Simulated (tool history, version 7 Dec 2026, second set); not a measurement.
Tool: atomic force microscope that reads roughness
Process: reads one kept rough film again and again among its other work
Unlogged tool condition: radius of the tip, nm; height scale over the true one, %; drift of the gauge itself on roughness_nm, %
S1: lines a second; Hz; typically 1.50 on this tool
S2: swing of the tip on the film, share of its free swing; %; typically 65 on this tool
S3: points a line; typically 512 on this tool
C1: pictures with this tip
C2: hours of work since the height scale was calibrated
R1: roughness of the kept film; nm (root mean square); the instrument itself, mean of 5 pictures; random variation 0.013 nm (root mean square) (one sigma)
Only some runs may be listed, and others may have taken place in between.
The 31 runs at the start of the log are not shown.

run 32 hour=1607.4 | S1=0.68 S2=83 S3=512 | C1=52 C2=1667 | R1=2.948
run 33 hour=1667.7 | S1=0.68 S2=83 S3=512 | C1=107 C2=1697 | R1=2.912
run 34 hour=1721.8 | S1=3.17 S2=70 S3=285 | C1=156 C2=1723 | R1=2.794
run 35 hour=1755.2 | S1=0.70 S2=58 S3=512 | C1=187 C2=1740 | R1=2.943
run 36 hour=1807.1 | S1=1.34 S2=71 S3=559 | C1=234 C2=1766 | R1=2.897
run 37 hour=1860.0 | S1=1.34 S2=71 S3=559 | C1=282 C2=1792 | R1=2.862
-- hour=1873.5 new tip fitted
run 38 hour=1896.6 | S1=1.50 S2=73 S3=512 | C1=21 C2=1810 | R1=2.915
run 39 hour=1932.8 | S1=1.22 S2=84 S3=319 | C1=53 C2=1828 | R1=2.856

What if the next run were any one of these 4? Each begins from the tool's condition after run 39:
run A hour=1970.3 | S1=1.15 S2=65 S3=512 | C1=87 C2=1847 | R1=?
run B hour=1970.3 | S1=1.24 S2=85 S3=475 | C1=87 C2=1847 | R1=?
run C hour=1970.3 | S1=0.61 S2=84 S3=659 | C1=87 C2=1847 | R1=?
run D hour=1970.3 | S1=1.01 S2=78 S3=279 | C1=87 C2=1847 | R1=?

run=A R1=2.937
run=B R1=2.832
run=C R1=2.927
run=D R1=2.913
Stripped of hidden state, with their random variation kept, the same runs would have yielded:
run=A R1=3.028
run=B R1=2.919
run=C R1=3.018
run=D R1=3.003
